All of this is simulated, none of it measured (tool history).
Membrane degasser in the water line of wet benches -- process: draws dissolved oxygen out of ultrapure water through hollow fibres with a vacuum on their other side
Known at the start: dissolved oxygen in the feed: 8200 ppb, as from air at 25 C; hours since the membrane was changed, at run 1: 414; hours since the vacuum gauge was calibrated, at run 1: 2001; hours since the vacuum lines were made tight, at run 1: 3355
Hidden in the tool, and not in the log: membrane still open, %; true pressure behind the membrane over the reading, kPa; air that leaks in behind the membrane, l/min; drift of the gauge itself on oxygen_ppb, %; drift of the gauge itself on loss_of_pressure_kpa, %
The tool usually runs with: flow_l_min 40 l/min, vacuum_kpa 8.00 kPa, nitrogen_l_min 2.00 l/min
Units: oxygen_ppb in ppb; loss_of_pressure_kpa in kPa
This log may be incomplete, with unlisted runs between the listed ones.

| run | hour | flow_l_min | vacuum_kpa | nitrogen_l_min | hours since the membrane was changed | hours since the vacuum gauge was calibrated | hours since the vacuum lines were made tight | oxygen_ppb | loss_of_pressure_kpa |
|---|---|---|---|---|---|---|---|---|---|
| 1 | 0.0 | 40 | 8.00 | 2.00 | 414 | 2001 | 3355 | 246.9 | 55.16 |
| 2 | 43.0 | 40 | 6.24 | 2.00 | 457 | 2044 | 3398 | 173.6 | 55.79 |
| 3 | 97.2 | 40 | 13.96 | 2.00 | 511 | 2098 | 3453 | 492.4 | 55.63 |
| 4 | 148.4 | 40 | 10.70 | 2.00 | 562 | 2150 | 3504 | 368.9 | 55.71 |
| 5 | 202.0 | 34 | 10.70 | 2.00 | 616 | 2203 | 3557 | 305.8 | 47.12 |
| 6 | 233.8 | 34 | 10.70 | 2.00 | 647 | 2235 | 3589 | 308.8 | 47.30 |
| 7 | 260.9 | 34 | 10.70 | 2.00 | 674 | 2262 | 3616 | 310.8 | 47.52 |
| 8 | 293.8 | 34 | 10.70 | 2.00 | 707 | 2295 | 3649 | 304.1 | 47.24 |
| 9 | 345.8 | 34 | 10.70 | 2.00 | 759 | 2347 | 3701 | 308.9 | 47.53 |
| 10 | 378.2 | 40 | 8.00 | 3.84 | 792 | 2379 | 3733 | 156.1 | 55.57 |
| 11 | 436.2 | 40 | 8.00 | 2.00 | 850 | 2437 | 3792 | 243.6 | 55.84 |
| 12 | 464.4 | 30 | 8.00 | 2.00 | 878 | 2466 | 3820 | 184.0 | 41.90 |
| 13 | 531.1 | 30 | 8.00 | 2.00 | 945 | 2532 | 3886 | 183.4 | 41.95 |
| 14 | 593.8 | 40 | 8.00 | 2.00 | 1007 | 2595 | 3949 | 251.4 | 55.52 |
| 15 | 644.4 | 40 | 8.00 | 2.00 | 1058 | 2646 | 4000 | 253.3 | 56.30 |
| 16 | 706.1 | 40 | 11.89 | 2.00 | 1120 | 2707 | 4061 | 418.6 | 55.92 |
| 17 | 759.5 | 40 | 11.89 | 2.00 | 1173 | 2761 | 4115 | 420.1 | 56.29 |
| 18 | 820.4 | 40 | 8.00 | 1.23 | 1234 | 2822 | 4176 | 356.3 | 56.30 |
| 19 | 885.5 | 40 | 8.00 | 1.23 | 1299 | 2887 | 4241 | 358.6 | 56.70 |
| 20 | 935.3 | 40 | 8.00 | 1.73 | 1349 | 2936 | 4291 | 278.9 | 56.03 |
| 21 | 993.9 | 40 | 8.00 | 4.01 | 1407 | 2995 | 4349 | 152.8 | 56.61 |
| 22 | 1049.9 | 62 | 14.05 | 1.39 | 1463 | 3051 | 4405 | 968.2 | 87.60 |
| 23 | 1094.4 | 60 | 12.28 | 1.58 | 1508 | 3096 | 4450 | 748.3 | 84.48 |
| 24 | 1144.3 | 40 | 6.24 | 2.00 | 1558 | 3146 | 4500 | 179.3 | 56.70 |
| 25 | 1201.7 | 40 | 7.26 | 1.54 | 1615 | 3203 | 4557 | 266.2 | 56.89 |
| 26 | 1238.3 | 25 | 8.00 | 2.00 | 1652 | 3240 | 4594 | 154.1 | 35.46 |
| 27 | 1281.5 | 55 | 8.00 | 2.00 | 1695 | 3283 | 4637 | 350.6 | 78.18 |
| 28 | 1334.9 | 26 | 18.61 | 3.45 | 1748 | 3336 | 4690 | 296.1 | 36.65 |
| 29 | 1395.6 | 46 | 13.86 | 2.00 | 1809 | 3397 | 4751 | 556.1 | 65.45 |
| 30 | 1450.5 | 46 | 13.86 | 2.00 | 1864 | 3452 | 4806 | 563.5 | 65.28 |
| 31 | 1496.2 | 46 | 13.86 | 2.00 | 1910 | 3497 | 4851 | 561.7 | 64.59 |

Some steps in oxygen_ppb between neighbouring runs. How much of each would the tool show without its hidden state too (settings, what came in, random variation), and how much is left for the hidden state, with any gauge scatter that isn't in both results?
Run 2 -> 3: vacuum_kpa 6.24 -> 13.96. oxygen_ppb +318.8 ppb: hidden state +0.8, all else +318.0.
Run 21 -> 22: flow_l_min 40 -> 62, vacuum_kpa 8.00 -> 14.05, nitrogen_l_min 4.01 -> 1.39. oxygen_ppb +815.4 ppb: hidden state +7.6, all else +807.8.
Run 23 -> 24: flow_l_min 60 -> 40, vacuum_kpa 12.28 -> 6.24, nitrogen_l_min 1.58 -> 2.00. oxygen_ppb -569.0 ppb: hidden state -5.2, all else -563.8.
Run 26 -> 27: flow_l_min 25 -> 55. oxygen_ppb +196.5 ppb: hidden state +7.9, all else +188.6.
Run 27 -> 28: flow_l_min 55 -> 26, vacuum_kpa 8.00 -> 18.61, nitrogen_l_min 2.00 -> 3.45. oxygen_ppb -54.5 ppb: hidden state -7.1, all else -47.4.
